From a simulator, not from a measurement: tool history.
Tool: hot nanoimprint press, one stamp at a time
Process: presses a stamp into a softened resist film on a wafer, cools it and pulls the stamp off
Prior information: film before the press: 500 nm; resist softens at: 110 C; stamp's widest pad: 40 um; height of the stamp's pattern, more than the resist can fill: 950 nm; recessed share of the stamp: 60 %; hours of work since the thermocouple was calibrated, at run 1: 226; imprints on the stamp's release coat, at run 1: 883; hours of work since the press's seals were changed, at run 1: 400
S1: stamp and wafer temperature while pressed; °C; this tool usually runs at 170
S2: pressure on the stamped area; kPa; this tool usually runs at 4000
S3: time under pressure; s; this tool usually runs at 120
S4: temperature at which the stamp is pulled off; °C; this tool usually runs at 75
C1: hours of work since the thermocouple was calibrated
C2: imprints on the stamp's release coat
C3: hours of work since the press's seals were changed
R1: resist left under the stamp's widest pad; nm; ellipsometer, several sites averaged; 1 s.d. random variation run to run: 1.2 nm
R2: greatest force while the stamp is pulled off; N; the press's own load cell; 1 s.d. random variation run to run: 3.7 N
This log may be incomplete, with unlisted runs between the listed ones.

run	hour	S1	S2	S3	S4	C1	C2	C3	R1	R2
1	0.0	170	4000	120	75	226	883	400	288.5	205
2	23.6	179	4000	120	75	243	949	417	181.5	205
3	42.3	179	4000	120	75	257	1001	431	180.2	205
4	61.7	181	4000	120	75	271	1056	445	162.8	209
5	87.3	181	4000	120	75	289	1128	463	162.3	214
6	103.9	170	4000	120	60	301	1174	475	285.0	264
7	123.1	170	4000	120	75	315	1228	489	283.1	210
8	151.4	170	4000	120	75	335	1307	509	283.9	215
9	173.3	170	4000	120	75	351	1369	525	284.0	215
10	189.8	170	4000	120	75	363	1415	537	283.9	222
11	212.6	170	4000	197	75	379	1479	553	238.8	227
12	229.1	170	4000	120	63	391	1525	565	280.5	260
13	257.3	170	4000	120	63	411	1604	585	281.6	264
14	270.9	170	4000	120	75	421	1642	595	280.6	220
15	300.9	170	4000	120	75	442	1726	616	280.1	222
16	326.5	170	3950	85	62	461	1797	635	308.2	287
17	354.5	180	4000	120	79	481	1876	655	165.8	219
18	367.9	158	4000	120	77	490	1913	664	432.6	223
19	381.0	176	2510	100	67	500	1950	674	270.0	251
20	407.2	170	4000	120	81	519	2024	693	276.8	214
# hour 415.2: plate thermocouple calibrated
21	431.7	172	3730	62	70	12	2084	708	338.5	265
# hour 443.0: stamp cleaned and given a new release coat
22	455.3	173	4000	77	73	25	34	721	296.2	182
23	484.3	175	4000	77	73	45	115	742	271.1	191
24	512.6	158	4000	111	75	66	195	762	450.5	189
25	528.4	158	4000	111	80	77	239	773	453.7	174
26	544.7	158	4000	111	80	89	285	785	449.3	179
27	569.1	170	4790	120	75	106	353	803	274.7	186
28	582.3	170	4790	120	66	116	390	812	276.3	222
29	596.4	170	3370	62	61	126	429	822	372.3	238

Branching from run 29: 3 alternative next runs. What would each branch give?
A	615.7	179	4000	120	67	140	484	836	?	?
B	615.7	170	3880	234	70	140	484	836	?	?
C	615.7	177	5410	60	61	140	484	836	?	?

run	R1	R2
A	185.8	213
B	238.9	208
C	233.5	228
The same runs, with their run-to-run variation unchanged, on a tool lacking any hidden condition would have given:
run	R1	R2
A	183.2	198
B	236.1	193
C	229.1	212
